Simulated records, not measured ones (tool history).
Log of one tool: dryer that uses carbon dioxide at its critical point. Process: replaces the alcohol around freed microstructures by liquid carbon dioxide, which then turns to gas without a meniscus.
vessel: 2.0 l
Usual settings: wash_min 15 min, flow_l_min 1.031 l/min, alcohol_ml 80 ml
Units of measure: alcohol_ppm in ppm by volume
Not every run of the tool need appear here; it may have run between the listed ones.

run 1 hour=0.0 | wash_min=15 flow_l_min=1.031 alcohol_ml=80 | alcohol_ppm=216
run 2 hour=21.0 | wash_min=15 flow_l_min=1.031 alcohol_ml=80 | alcohol_ppm=229
run 3 hour=50.2 | wash_min=15 flow_l_min=1.031 alcohol_ml=80 | alcohol_ppm=230
run 4 hour=69.3 | wash_min=15 flow_l_min=1.031 alcohol_ml=80 | alcohol_ppm=248
run 5 hour=87.3 | wash_min=15 flow_l_min=1.031 alcohol_ml=54 | alcohol_ppm=178
run 6 hour=101.6 | wash_min=15 flow_l_min=1.100 alcohol_ml=80 | alcohol_ppm=194
run 7 hour=126.3 | wash_min=15 flow_l_min=1.100 alcohol_ml=80 | alcohol_ppm=201
run 8 hour=148.3 | wash_min=15 flow_l_min=1.100 alcohol_ml=80 | alcohol_ppm=216
-- hour=172.4 inlet filter changed
run 9 hour=174.2 | wash_min=24 flow_l_min=0.700 alcohol_ml=27 | alcohol_ppm=52
run 10 hour=192.1 | wash_min=12 flow_l_min=0.850 alcohol_ml=23 | alcohol_ppm=237
run 11 hour=206.8 | wash_min=15 flow_l_min=1.031 alcohol_ml=47 | alcohol_ppm=79
run 12 hour=239.2 | wash_min=15 flow_l_min=0.810 alcohol_ml=29 | alcohol_ppm=161
run 13 hour=253.6 | wash_min=9 flow_l_min=1.031 alcohol_ml=35 | alcohol_ppm=505
run 14 hour=267.1 | wash_min=19 flow_l_min=0.820 alcohol_ml=40 | alcohol_ppm=79
run 15 hour=298.4 | wash_min=19 flow_l_min=0.820 alcohol_ml=25 | alcohol_ppm=72

What will run 16 give?
run 16 hour=330.7 | wash_min=9 flow_l_min=0.970 alcohol_ml=79 | alcohol_ppm=?

{"run 16": {"alcohol_ppm": 1416}}
On a tool with no hidden condition, and with the same random variation, this run would have come out at alcohol_ppm 1212 ppm by volume.
